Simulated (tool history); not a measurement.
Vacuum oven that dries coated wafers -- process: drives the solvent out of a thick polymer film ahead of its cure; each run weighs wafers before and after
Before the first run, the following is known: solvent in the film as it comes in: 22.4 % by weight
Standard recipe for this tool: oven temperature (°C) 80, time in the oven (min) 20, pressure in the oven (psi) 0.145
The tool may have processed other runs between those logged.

run    hour  oven temperature (°C)  time in the oven (min)  pressure in the oven (psi)  solvent left in the film (%)
  1     0.0                     80                      20                       0.145                          3.33
  2    68.8                     80                      20                       0.145                          3.30
  3   133.0                     80                      20                       0.145                          3.46
  4   183.5                     80                      20                       0.145                          3.37
  5   286.1                     80                      20                       0.145                          3.44
  6   335.6                     80                      20                       0.145                          3.49
  7   385.6                     80                      20                       0.145                          3.47
  8   477.7                     80                      20                       0.145                          3.50
  9   572.6                     80                      20                       0.145                          3.52
 10   666.7                     80                      20                       0.145                          3.58
      695.7  -- oven's thermocouples calibrated
 11   713.4                     80                      20                       0.145                          3.27
 12   770.5                     80                      20                       0.145                          3.27
 13   847.9                     80                      20                       0.145                          3.39
 14   910.6                     80                      20                       0.145                          3.41
 15  1014.7                     80                      20                       0.145                          3.41
 16  1104.3                     80                      10                       0.086                          7.32
 17  1185.4                     80                      17                       0.264                          4.78
 18  1265.0                     80                      17                       0.239                          4.79
 19  1351.1                     80                      17                       0.239                          4.82
 20  1447.1                     90                      17                       0.180                          2.27
 21  1529.7                     94                      15                       0.290                          2.32
     1590.7  -- oven's thermocouples calibrated
 22  1635.7                     80                      14                       0.466                          6.35
 23  1716.0                     80                      14                       0.466                          6.50
 24  1778.7                     80                      30                       0.087                          1.51
 25  1847.2                     87                      13                       0.087                          3.65

4 options for the next run, each taken on its own from the tool as it stands now. Forecast them:
  A  1949.0                     68                      26                       0.300                             ?
  B  1949.0                     91                      18                       0.402                             ?
  C  1949.0                     71                      13                       0.074                             ?
  D  1949.0                     72                      11                       0.493                             ?

run  solvent left in the film (%)
  A                          6.30
  B                          2.41
  C                          8.39
  D                         10.80
Stripped of hidden state, with their random variation kept, the same runs would have yielded:
run  solvent left in the film (%)
  A                          6.04
  B                          2.29
  C                          8.21
  D                         10.63
